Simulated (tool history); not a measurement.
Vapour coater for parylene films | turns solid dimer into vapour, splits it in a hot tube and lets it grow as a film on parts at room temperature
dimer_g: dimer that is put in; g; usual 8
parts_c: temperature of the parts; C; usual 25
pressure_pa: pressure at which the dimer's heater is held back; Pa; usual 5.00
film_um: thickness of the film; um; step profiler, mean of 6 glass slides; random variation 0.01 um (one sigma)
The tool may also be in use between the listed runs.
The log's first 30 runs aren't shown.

run,day,dimer_g,parts_c,pressure_pa,hours of work since the trap's valve was overhauled,hours of work since the table's thermometer was calibrated,film_um
31,35.167,8,36,5.00,193,1217,2.37
32,35.912,8,36,5.00,204,1228,2.36
33,37.433,8,36,5.00,225,1249,2.36
34,38.862,12,26,6.65,245,1270,5.28
35,40.479,10,29,5.00,268,1292,4.01
36,41.525,10,29,5.00,283,1307,4.04
37,42.517,10,29,3.84,297,1321,4.21
38,43.429,4,20,2.39,310,1334,2.72
39,44.842,11,17,8.74,330,1354,6.85
40,46.096,9,17,3.06,348,1372,6.42
41,46.775,11,25,7.75,357,1381,4.90
42,48.100,8,24,3.00,376,1400,4.35
43,49.112,9,24,8.03,390,1414,4.11
44,49.771,9,24,8.03,399,1424,4.14
45,51.054,9,34,7.70,418,1442,2.68
46,52.283,9,34,7.70,435,1459,2.68

Forecast each of these 5 alternatives for the next run:
A,53.217,13,24,11.96,448,1472,?
B,53.217,8,31,7.85,448,1472,?
C,53.217,9,23,7.70,448,1472,?
D,53.217,5,25,5.00,448,1472,?
E,53.217,9,28,2.33,448,1472,?

run,film_um
A,5.58
B,2.69
C,4.33
D,2.37
E,4.27
Without the tool's hidden state the same runs would have given:
run,film_um
A,5.64
B,2.72
C,4.38
D,2.39
E,4.31

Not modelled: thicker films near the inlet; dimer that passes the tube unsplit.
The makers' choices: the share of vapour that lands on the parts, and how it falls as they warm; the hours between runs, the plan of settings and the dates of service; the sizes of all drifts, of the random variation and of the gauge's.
